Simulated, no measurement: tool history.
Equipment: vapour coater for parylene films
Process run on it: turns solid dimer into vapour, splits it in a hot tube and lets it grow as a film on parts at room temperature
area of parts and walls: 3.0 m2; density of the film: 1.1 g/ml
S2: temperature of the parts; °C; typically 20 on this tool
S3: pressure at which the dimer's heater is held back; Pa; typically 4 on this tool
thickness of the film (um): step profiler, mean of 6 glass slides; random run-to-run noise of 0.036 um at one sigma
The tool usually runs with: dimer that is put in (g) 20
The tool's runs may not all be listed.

{"run": 1, "hour": 0.0, "dimer that is put in (g)": 20, "S2": 20, "S3": 4, "thickness of the film (um)": 3.24}
{"run": 2, "hour": 21.2, "dimer that is put in (g)": 20, "S2": 20, "S3": 6.99, "thickness of the film (um)": 2.99}
{"run": 3, "hour": 33.3, "dimer that is put in (g)": 20, "S2": 20, "S3": 6.99, "thickness of the film (um)": 2.94}
{"run": 4, "hour": 56.5, "dimer that is put in (g)": 12, "S2": 20, "S3": 4, "thickness of the film (um)": 1.93}
{"run": 5, "hour": 78.5, "dimer that is put in (g)": 12, "S2": 20, "S3": 4, "thickness of the film (um)": 1.94}
{"hour": 97.9, "done": "trap's valve overhauled"}
{"run": 6, "hour": 99.1, "dimer that is put in (g)": 12, "S2": 20, "S3": 4, "thickness of the film (um)": 2.2}
{"run": 7, "hour": 115.9, "dimer that is put in (g)": 20, "S2": 20, "S3": 5.69, "thickness of the film (um)": 3.49}
{"run": 8, "hour": 142.3, "dimer that is put in (g)": 20, "S2": 20, "S3": 4, "thickness of the film (um)": 3.63}
{"run": 9, "hour": 158.5, "dimer that is put in (g)": 20, "S2": 20, "S3": 4, "thickness of the film (um)": 3.77}
{"run": 10, "hour": 181.3, "dimer that is put in (g)": 20, "S2": 20, "S3": 4.14, "thickness of the film (um)": 3.67}
{"run": 11, "hour": 197.5, "dimer that is put in (g)": 20, "S2": 20, "S3": 4.14, "thickness of the film (um)": 3.64}
{"run": 12, "hour": 210.6, "dimer that is put in (g)": 19, "S2": 20, "S3": 4.14, "thickness of the film (um)": 3.51}
{"run": 13, "hour": 222.6, "dimer that is put in (g)": 20, "S2": 20, "S3": 4, "thickness of the film (um)": 3.61}
{"run": 14, "hour": 245.9, "dimer that is put in (g)": 20, "S2": 20, "S3": 4, "thickness of the film (um)": 3.7}
{"run": 15, "hour": 261.3, "dimer that is put in (g)": 24, "S2": 20, "S3": 4, "thickness of the film (um)": 4.38}
{"run": 16, "hour": 288.8, "dimer that is put in (g)": 9, "S2": 20, "S3": 7.69, "thickness of the film (um)": 1.5}
{"run": 17, "hour": 302.9, "dimer that is put in (g)": 9, "S2": 20, "S3": 7.69, "thickness of the film (um)": 1.43}
{"run": 18, "hour": 314.9, "dimer that is put in (g)": 9, "S2": 20, "S3": 7.69, "thickness of the film (um)": 1.46}
{"run": 19, "hour": 328.1, "dimer that is put in (g)": 9, "S2": 20, "S3": 7.69, "thickness of the film (um)": 1.44}
{"run": 20, "hour": 349.1, "dimer that is put in (g)": 9, "S2": 20, "S3": 7.69, "thickness of the film (um)": 1.45}
{"run": 21, "hour": 367.4, "dimer that is put in (g)": 9, "S2": 20, "S3": 7.69, "thickness of the film (um)": 1.41}
{"run": 22, "hour": 382.9, "dimer that is put in (g)": 22, "S2": 27, "S3": 4.92, "thickness of the film (um)": 3.06}
{"run": 23, "hour": 410.0, "dimer that is put in (g)": 22, "S2": 27, "S3": 4.92, "thickness of the film (um)": 3.02}
{"run": 24, "hour": 421.0, "dimer that is put in (g)": 12, "S2": 27, "S3": 2.84, "thickness of the film (um)": 1.83}
{"run": 25, "hour": 441.2, "dimer that is put in (g)": 12, "S2": 27, "S3": 2.84, "thickness of the film (um)": 1.8}
{"run": 26, "hour": 456.6, "dimer that is put in (g)": 10, "S2": 20, "S3": 5.1, "thickness of the film (um)": 1.71}
{"run": 27, "hour": 479.8, "dimer that is put in (g)": 10, "S2": 20, "S3": 4.97, "thickness of the film (um)": 1.69}
{"run": 28, "hour": 495.3, "dimer that is put in (g)": 14, "S2": 20, "S3": 4, "thickness of the film (um)": 2.46}
{"run": 29, "hour": 519.6, "dimer that is put in (g)": 20, "S2": 20, "S3": 3.38, "thickness of the film (um)": 3.52}

What if the next run were any one of these 5? Each begins from the tool's condition after run 29:
{"run": "A", "hour": 536.1, "dimer that is put in (g)": 8, "S2": 24, "S3": 2.95, "thickness of the film (um)": "?"}
{"run": "B", "hour": 536.1, "dimer that is put in (g)": 20, "S2": 17, "S3": 5.01, "thickness of the film (um)": "?"}
{"run": "C", "hour": 536.1, "dimer that is put in (g)": 21, "S2": 20, "S3": 6.9, "thickness of the film (um)": "?"}
{"run": "D", "hour": 536.1, "dimer that is put in (g)": 20, "S2": 22, "S3": 4, "thickness of the film (um)": "?"}
{"run": "E", "hour": 536.1, "dimer that is put in (g)": 11, "S2": 20, "S3": 4, "thickness of the film (um)": "?"}

run=A thickness_of_the_film_(um)=1.28
run=B thickness_of_the_film_(um)=3.59
run=C thickness_of_the_film_(um)=3.29
run=D thickness_of_the_film_(um)=3.22
run=E thickness_of_the_film_(um)=1.89
Take away the tool's hidden state, keep each run's random variation, and the runs would have read:
run=A thickness_of_the_film_(um)=1.38
run=B thickness_of_the_film_(um)=3.87
run=C thickness_of_the_film_(um)=3.54
run=D thickness_of_the_film_(um)=3.47
run=E thickness_of_the_film_(um)=2.03

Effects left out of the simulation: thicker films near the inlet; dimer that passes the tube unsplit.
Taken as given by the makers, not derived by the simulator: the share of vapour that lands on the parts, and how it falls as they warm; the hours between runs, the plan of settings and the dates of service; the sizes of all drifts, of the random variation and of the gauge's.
